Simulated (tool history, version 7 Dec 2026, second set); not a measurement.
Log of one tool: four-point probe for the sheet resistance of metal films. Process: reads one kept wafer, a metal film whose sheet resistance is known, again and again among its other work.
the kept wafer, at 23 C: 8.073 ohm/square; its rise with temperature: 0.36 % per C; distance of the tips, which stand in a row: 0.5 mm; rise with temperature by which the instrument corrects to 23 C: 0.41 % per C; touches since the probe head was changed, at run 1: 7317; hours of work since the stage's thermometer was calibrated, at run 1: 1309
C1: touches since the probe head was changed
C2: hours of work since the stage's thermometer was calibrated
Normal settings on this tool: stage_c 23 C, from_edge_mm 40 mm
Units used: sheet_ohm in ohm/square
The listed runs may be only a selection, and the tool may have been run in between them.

run 1 hour=0.0 | stage_c=23 from_edge_mm=40 | C1=7317 C2=1309 | sheet_ohm=8.084681
run 2 hour=67.4 | stage_c=23 from_edge_mm=40 | C1=8892 C2=1352 | sheet_ohm=8.084030
run 3 hour=140.5 | stage_c=23 from_edge_mm=40 | C1=10603 C2=1399 | sheet_ohm=8.087202
run 4 hour=197.3 | stage_c=23 from_edge_mm=40 | C1=11933 C2=1435 | sheet_ohm=8.086169
run 5 hour=250.6 | stage_c=23 from_edge_mm=40 | C1=13180 C2=1469 | sheet_ohm=8.090525
run 6 hour=331.3 | stage_c=23 from_edge_mm=40 | C1=15067 C2=1520 | sheet_ohm=8.092321
run 7 hour=404.1 | stage_c=24 from_edge_mm=40 | C1=16771 C2=1566 | sheet_ohm=8.085939
run 8 hour=441.6 | stage_c=31 from_edge_mm=40 | C1=17648 C2=1590 | sheet_ohm=8.059373
run 9 hour=500.2 | stage_c=23 from_edge_mm=4 | C1=19018 C2=1627 | sheet_ohm=8.160707
run 10 hour=571.8 | stage_c=23 from_edge_mm=4 | C1=20693 C2=1673 | sheet_ohm=8.159488
run 11 hour=653.3 | stage_c=23 from_edge_mm=4 | C1=22601 C2=1724 | sheet_ohm=8.162855
run 12 hour=714.5 | stage_c=22 from_edge_mm=40 | C1=24032 C2=1763 | sheet_ohm=8.099443
run 13 hour=788.0 | stage_c=22 from_edge_mm=40 | C1=25753 C2=1810 | sheet_ohm=8.102148
-- hour=795.7 stage's thermometer calibrated
run 14 hour=863.6 | stage_c=22 from_edge_mm=40 | C1=27508 C2=43 | sheet_ohm=8.103633
run 15 hour=942.4 | stage_c=22 from_edge_mm=44 | C1=29351 C2=93 | sheet_ohm=8.103556
run 16 hour=996.4 | stage_c=22 from_edge_mm=44 | C1=30616 C2=128 | sheet_ohm=8.106002
run 17 hour=1046.1 | stage_c=19 from_edge_mm=11 | C1=31777 C2=159 | sheet_ohm=8.125773
-- hour=1091.4 stage's thermometer calibrated, once more
run 18 hour=1111.0 | stage_c=20 from_edge_mm=6 | C1=33284 C2=12 | sheet_ohm=8.137114
run 19 hour=1156.3 | stage_c=20 from_edge_mm=48 | C1=34345 C2=41 | sheet_ohm=8.105151
run 20 hour=1222.9 | stage_c=30 from_edge_mm=5 | C1=35903 C2=84 | sheet_ohm=8.107728
run 21 hour=1278.5 | stage_c=24 from_edge_mm=16 | C1=37204 C2=119 | sheet_ohm=8.098256
run 22 hour=1348.4 | stage_c=33 from_edge_mm=48 | C1=38838 C2=163 | sheet_ohm=8.057186
run 23 hour=1403.5 | stage_c=18 from_edge_mm=48 | C1=40128 C2=198 | sheet_ohm=8.119426
run 24 hour=1474.9 | stage_c=18 from_edge_mm=48 | C1=41797 C2=244 | sheet_ohm=8.119233
run 25 hour=1528.5 | stage_c=21 from_edge_mm=5 | C1=43052 C2=278 | sheet_ohm=8.151213
run 26 hour=1576.7 | stage_c=23 from_edge_mm=54 | C1=44181 C2=308 | sheet_ohm=8.100657

Branching from run 26: 5 alternative next runs. What would each branch give?
run A hour=1614.3 | stage_c=19 from_edge_mm=54 | C1=45058 C2=332 | sheet_ohm=?
run B hour=1614.3 | stage_c=28 from_edge_mm=4 | C1=45058 C2=332 | sheet_ohm=?
run C hour=1614.3 | stage_c=21 from_edge_mm=40 | C1=45058 C2=332 | sheet_ohm=?
run D hour=1614.3 | stage_c=23 from_edge_mm=6 | C1=45058 C2=332 | sheet_ohm=?
run E hour=1614.3 | stage_c=22 from_edge_mm=54 | C1=45058 C2=332 | sheet_ohm=?

run=A sheet_ohm=8.117602
run=B sheet_ohm=8.151128
run=C sheet_ohm=8.112915
run=D sheet_ohm=8.132557
run=E sheet_ohm=8.106670
Without the tool's unlogged condition, the same runs would have read:
run=A sheet_ohm=8.088751
run=B sheet_ohm=8.122181
run=C sheet_ohm=8.084081
run=D sheet_ohm=8.103663
run=E sheet_ohm=8.077860

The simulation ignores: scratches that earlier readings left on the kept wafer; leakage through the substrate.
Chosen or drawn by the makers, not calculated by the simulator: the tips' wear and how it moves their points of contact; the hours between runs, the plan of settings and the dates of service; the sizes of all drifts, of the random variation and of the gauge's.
